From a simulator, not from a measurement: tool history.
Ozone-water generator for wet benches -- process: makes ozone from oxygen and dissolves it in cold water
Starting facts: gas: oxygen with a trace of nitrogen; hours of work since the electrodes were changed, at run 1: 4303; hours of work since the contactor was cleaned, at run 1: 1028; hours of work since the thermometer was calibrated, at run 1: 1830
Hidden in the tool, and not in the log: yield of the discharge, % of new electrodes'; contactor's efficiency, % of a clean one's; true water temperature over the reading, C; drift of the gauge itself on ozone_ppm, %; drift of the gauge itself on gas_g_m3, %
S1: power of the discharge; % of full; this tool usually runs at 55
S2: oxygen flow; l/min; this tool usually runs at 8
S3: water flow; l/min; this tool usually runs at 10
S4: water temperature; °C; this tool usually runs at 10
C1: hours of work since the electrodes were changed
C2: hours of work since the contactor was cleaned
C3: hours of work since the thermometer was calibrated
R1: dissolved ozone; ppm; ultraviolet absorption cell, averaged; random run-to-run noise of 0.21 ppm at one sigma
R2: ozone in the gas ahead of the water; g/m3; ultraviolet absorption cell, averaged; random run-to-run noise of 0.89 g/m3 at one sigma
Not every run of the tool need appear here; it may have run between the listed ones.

Run 1, hour 0: usual settings; C1 4303; C2 1028; C3 1830. Result: R1 30.5 ppm, R2 147.1 g/m3.
Run 2, hour 149.2: usual settings but S2 9.27 l/min; C1 4417; C2 1142; C3 1945. Result: R1 29.8 ppm, R2 136 g/m3.
Run 3, hour 280: usual settings; C1 4518; C2 1242; C3 2045. Result: R1 30.7 ppm, R2 148.3 g/m3.
Run 4, hour 358.7: usual settings; C1 4578; C2 1302; C3 2105. Result: R1 30.5 ppm, R2 146.3 g/m3.
Run 5, hour 433.5: usual settings; C1 4635; C2 1360; C3 2163. Result: R1 30.6 ppm, R2 148.6 g/m3.
Run 6, hour 501: usual settings; C1 4687; C2 1412; C3 2214. Result: R1 30.7 ppm, R2 146.9 g/m3.
Run 7, hour 572.1: usual settings but S3 9 l/min; C1 4741; C2 1466; C3 2269. Result: R1 31.9 ppm, R2 147.4 g/m3.
Run 8, hour 713.5: usual settings; C1 4850; C2 1574; C3 2377. Result: R1 30.3 ppm, R2 147.1 g/m3.
Run 9, hour 855.5: usual settings but S3 15 l/min; C1 4958; C2 1683; C3 2486. Result: R1 23.9 ppm, R2 148.2 g/m3.
Run 10, hour 967.8: usual settings but S3 15 l/min; C1 5044; C2 1769; C3 2572. Result: R1 24.3 ppm, R2 146.4 g/m3.
Run 11, hour 1119.3: usual settings but S3 15 l/min; C1 5160; C2 1885; C3 2688. Result: R1 24.1 ppm, R2 147.7 g/m3.
Run 12, hour 1250: usual settings but S3 15 l/min, S4 11 °C; C1 5261; C2 1985; C3 2788. Result: R1 23.9 ppm, R2 146.4 g/m3.
Run 13, hour 1353.1: usual settings but S4 15 °C; C1 5340; C2 2064; C3 2867. Result: R1 27.4 ppm, R2 147.3 g/m3.
Run 14, hour 1427.8: usual settings but S1 62 % of full; C1 5397; C2 2122; C3 2924. Result: R1 33.1 ppm, R2 160.3 g/m3.
Run 15, hour 1525.3: usual settings but S1 62 % of full; C1 5472; C2 2196; C3 2999. Result: R1 33.4 ppm, R2 162.8 g/m3.
Run 16, hour 1591.7: usual settings but S3 8 l/min; C1 5522; C2 2247; C3 3050. Result: R1 34.1 ppm, R2 146.2 g/m3.
Run 17, hour 1717.8: usual settings but S3 8 l/min; C1 5619; C2 2344; C3 3147. Result: R1 33.8 ppm, R2 146.6 g/m3.
Run 18, hour 1837.1: usual settings but S2 12.15 l/min, S3 13 l/min; C1 5710; C2 2435; C3 3238. Result: R1 25.2 ppm, R2 121 g/m3.
Run 19, hour 1972.3: usual settings but S2 12.15 l/min, S3 13 l/min; C1 5814; C2 2539; C3 3342. Result: R1 24.8 ppm, R2 121.3 g/m3.
Run 20, hour 2098.8: usual settings but S1 71 % of full, S2 10.31 l/min, S3 13 l/min; C1 5911; C2 2636; C3 3438. Result: R1 30.8 ppm, R2 157.5 g/m3.
Run 21, hour 2218.7: usual settings but S1 62 % of full, S2 4.88 l/min; C1 6003; C2 2728; C3 3530. Result: R1 34.6 ppm, R2 202.9 g/m3.
Run 22, hour 2364.5: usual settings but S1 62 % of full, S2 4.88 l/min, S4 5 °C; C1 6115; C2 2839; C3 3642. Result: R1 37.2 ppm, R2 202.7 g/m3.
Run 23, hour 2473: usual settings but S1 62 % of full, S2 4.88 l/min, S4 5 °C; C1 6198; C2 2922; C3 3725. Result: R1 37.2 ppm, R2 202.8 g/m3.
Run 24, hour 2575.5: usual settings but S1 96 % of full, S3 9 l/min; C1 6276; C2 3001; C3 3804. Result: R1 47.8 ppm, R2 218.6 g/m3.
Run 25, hour 2707.2: usual settings but S2 12.21 l/min; C1 6377; C2 3102; C3 3905. Result: R1 28.1 ppm, R2 118.8 g/m3.
Run 26, hour 2851.4: usual settings but S3 16 l/min, S4 8 °C; C1 6488; C2 3212; C3 4015. Result: R1 23.7 ppm, R2 147 g/m3.
Run 27, hour 3007.3: usual settings but S3 16 l/min, S4 8 °C; C1 6607; C2 3332; C3 4134. Result: R1 23.9 ppm, R2 145.3 g/m3.
Run 28, hour 3090.9: usual settings but S1 65 % of full, S2 14.17 l/min, S3 11 l/min, S4 8 °C; C1 6671; C2 3396; C3 4199. Result: R1 31 ppm, R2 125.4 g/m3.
Run 29, hour 3248.7: usual settings but S1 65 % of full, S2 14.17 l/min, S3 11 l/min, S4 8 °C; C1 6792; C2 3517; C3 4319. Result: R1 31 ppm, R2 126.3 g/m3.
Run 30, hour 3339.1: usual settings but S1 79 % of full, S2 4.88 l/min, S3 11 l/min, S4 12 °C; C1 6861; C2 3586; C3 4389. Result: R1 36.8 ppm, R2 240.6 g/m3.
Run 31, hour 3429.1: usual settings but S1 79 % of full, S2 4.88 l/min, S3 11 l/min, S4 12 °C; C1 6930; C2 3655; C3 4458. Result: R1 37.6 ppm, R2 242.2 g/m3.
Run 32, hour 3510.1: usual settings but S1 79 % of full, S2 4.88 l/min, S3 11 l/min, S4 12 °C; C1 6992; C2 3717; C3 4520. Result: R1 36.9 ppm, R2 240.1 g/m3.

Here are 4 independent what-if runs from the current tool condition. What would each one return?
Run A, hour 3655.4: usual settings but S1 44 % of full, S2 10.48 l/min, S3 11 l/min, S4 5 °C; C1 7104; C2 3828; C3 4631. Result: R1 ?, R2 ?.
Run B, hour 3655.4: usual settings but S1 70 % of full, S2 13.09 l/min, S3 11 l/min, S4 12 °C; C1 7104; C2 3828; C3 4631. Result: R1 ?, R2 ?.
Run C, hour 3655.4: usual settings but S1 79 % of full, S2 4.88 l/min, S4 9 °C; C1 7104; C2 3828; C3 4631. Result: R1 ?, R2 ?.
Run D, hour 3655.4: usual settings; C1 7104; C2 3828; C3 4631. Result: R1 ?, R2 ?.

run    R1     R2
  A  26.5  111.2
  B    30  139.3
  C  41.6  240.9
  D  30.5  147.9
Stripped of hidden state, with their random variation kept, the same runs would have yielded:
run    R1     R2
  A  26.6  111.4
  B  30.1  139.6
  C  41.7  241.4
  D  30.5  148.2

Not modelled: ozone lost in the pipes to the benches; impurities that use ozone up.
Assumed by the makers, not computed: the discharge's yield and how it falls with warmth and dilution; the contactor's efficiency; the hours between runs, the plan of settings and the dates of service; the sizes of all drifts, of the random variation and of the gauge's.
